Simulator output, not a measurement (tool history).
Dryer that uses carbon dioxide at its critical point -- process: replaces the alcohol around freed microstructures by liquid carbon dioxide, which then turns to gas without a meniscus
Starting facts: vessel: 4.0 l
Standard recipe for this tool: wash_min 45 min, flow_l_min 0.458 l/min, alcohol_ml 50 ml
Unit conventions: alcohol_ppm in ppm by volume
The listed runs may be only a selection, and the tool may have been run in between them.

Run 1, hour 0: usual settings. Result: alcohol_ppm 223 ppm by volume.
Run 2, hour 17: usual settings. Result: alcohol_ppm 239 ppm by volume.
Run 3, hour 33.2: usual settings. Result: alcohol_ppm 247 ppm by volume.
Run 4, hour 57.1: usual settings. Result: alcohol_ppm 241 ppm by volume.
Run 5, hour 91.5: usual settings. Result: alcohol_ppm 263 ppm by volume.
Run 6, hour 110.8: usual settings but alcohol_ml 54 ml. Result: alcohol_ppm 273 ppm by volume.
Run 7, hour 144.1: usual settings. Result: alcohol_ppm 276 ppm by volume.
Run 8, hour 166.4: usual settings. Result: alcohol_ppm 292 ppm by volume.
Run 9, hour 200.8: usual settings but alcohol_ml 20 ml. Result: alcohol_ppm 196 ppm by volume.
Run 10, hour 216.9: usual settings but wash_min 71 min, alcohol_ml 20 ml. Result: alcohol_ppm 155 ppm by volume.
Run 11, hour 249.8: usual settings but wash_min 46 min. Result: alcohol_ppm 292 ppm by volume.
Run 12, hour 283.8: usual settings but wash_min 44 min. Result: alcohol_ppm 329 ppm by volume.
Run 13, hour 308.1: usual settings but wash_min 44 min. Result: alcohol_ppm 339 ppm by volume.
Run 14, hour 341.3: usual settings. Result: alcohol_ppm 341 ppm by volume.
Run 15, hour 365.9: usual settings but wash_min 54 min. Result: alcohol_ppm 238 ppm by volume.
Run 16, hour 395.8: usual settings but wash_min 54 min. Result: alcohol_ppm 246 ppm by volume.
Run 17, hour 426.4: usual settings but wash_min 54 min. Result: alcohol_ppm 254 ppm by volume.
Run 18, hour 461.7: usual settings but wash_min 54 min. Result: alcohol_ppm 272 ppm by volume.
Run 19, hour 483.5: usual settings but wash_min 54 min. Result: alcohol_ppm 273 ppm by volume.
Run 20, hour 515.4: usual settings but wash_min 54 min. Result: alcohol_ppm 285 ppm by volume.
Run 21, hour 547: usual settings but wash_min 53 min. Result: alcohol_ppm 313 ppm by volume.
Run 22, hour 564.5: usual settings but alcohol_ml 61 ml. Result: alcohol_ppm 451 ppm by volume.
Run 23, hour 597.1: usual settings but alcohol_ml 41 ml. Result: alcohol_ppm 381 ppm by volume.
Run 24, hour 621.3: usual settings but alcohol_ml 41 ml. Result: alcohol_ppm 390 ppm by volume.
At hour 641.1: purifier's bed changed.
Run 25, hour 658.3: usual settings but alcohol_ml 41 ml. Result: alcohol_ppm 162 ppm by volume.
Run 26, hour 680.1: usual settings but wash_min 46 min, flow_l_min 0.277 l/min, alcohol_ml 41 ml. Result: alcohol_ppm 749 ppm by volume.
Run 27, hour 709.6: usual settings but wash_min 46 min, flow_l_min 0.277 l/min, alcohol_ml 41 ml. Result: alcohol_ppm 773 ppm by volume.
Run 28, hour 743.3: usual settings but wash_min 43 min. Result: alcohol_ppm 255 ppm by volume.
Run 29, hour 777.5: usual settings but wash_min 38 min, flow_l_min 0.64 l/min. Result: alcohol_ppm 125 ppm by volume.
Run 30, hour 792.5: usual settings but wash_min 32 min, flow_l_min 0.64 l/min, alcohol_ml 23 ml. Result: alcohol_ppm 132 ppm by volume.
At hour 801: inlet filter changed.
Run 31, hour 818: usual settings but wash_min 32 min, flow_l_min 0.64 l/min, alcohol_ml 23 ml. Result: alcohol_ppm 122 ppm by volume.
Run 32, hour 843.9: usual settings but wash_min 32 min, flow_l_min 0.64 l/min, alcohol_ml 23 ml. Result: alcohol_ppm 124 ppm by volume.
Run 33, hour 869.7: usual settings but wash_min 32 min, flow_l_min 0.64 l/min, alcohol_ml 23 ml. Result: alcohol_ppm 138 ppm by volume.
Run 34, hour 900.7: usual settings but wash_min 64 min, flow_l_min 0.561 l/min, alcohol_ml 27 ml. Result: alcohol_ppm 76 ppm by volume.
Run 35, hour 934.4: usual settings but wash_min 64 min, flow_l_min 0.561 l/min, alcohol_ml 27 ml. Result: alcohol_ppm 82 ppm by volume.
Run 36, hour 950.1: usual settings but wash_min 55 min, flow_l_min 0.617 l/min, alcohol_ml 39 ml. Result: alcohol_ppm 91 ppm by volume.
Run 37, hour 969.1: usual settings but wash_min 27 min, flow_l_min 0.596 l/min, alcohol_ml 32 ml. Result: alcohol_ppm 333 ppm by volume.
Run 38, hour 991.1: usual settings but wash_min 31 min, flow_l_min 0.338 l/min, alcohol_ml 89 ml. Result: alcohol_ppm 2421 ppm by volume.
Run 39, hour 1022: usual settings but wash_min 31 min, flow_l_min 0.338 l/min, alcohol_ml 89 ml. Result: alcohol_ppm 2417 ppm by volume.
Run 40, hour 1042.3: usual settings but wash_min 44 min, alcohol_ml 102 ml. Result: alcohol_ppm 468 ppm by volume.
Run 41, hour 1065.3: usual settings but wash_min 44 min, alcohol_ml 102 ml. Result: alcohol_ppm 458 ppm by volume.
Run 42, hour 1084.6: usual settings but wash_min 28 min, flow_l_min 0.616 l/min. Result: alcohol_ppm 441 ppm by volume.
Run 43, hour 1102.6: usual settings but wash_min 61 min, alcohol_ml 32 ml. Result: alcohol_ppm 144 ppm by volume.

Hidden state or all else? Some run-to-run changes of alcohol_ppm, split into what the settings, what came in and random variation would give without the hidden state, and what is left for the hidden state (with any gauge scatter that isn't in both results):
Hidden state present: flow that reaches the vessel past the clogged filter, %; alcohol in the recycled carbon dioxide, ppm; drift of the gauge itself on alcohol_ppm, %.
Run 24 -> 25: purifier's bed changed. alcohol_ppm -228 ppm by volume: hidden state -225, all else -3.
Run 25 -> 26: wash_min 45 -> 46, flow_l_min 0.458 -> 0.277. alcohol_ppm +587 ppm by volume: hidden state +94, all else +493.
Run 37 -> 38: wash_min 27 -> 31, flow_l_min 0.596 -> 0.338, alcohol_ml 32 -> 89. alcohol_ppm +2088 ppm by volume: hidden state +122, all else +1966.
Run 39 -> 40: wash_min 31 -> 44, flow_l_min 0.338 -> 0.458, alcohol_ml 89 -> 102. alcohol_ppm -1949 ppm by volume: hidden state -95, all else -1854.
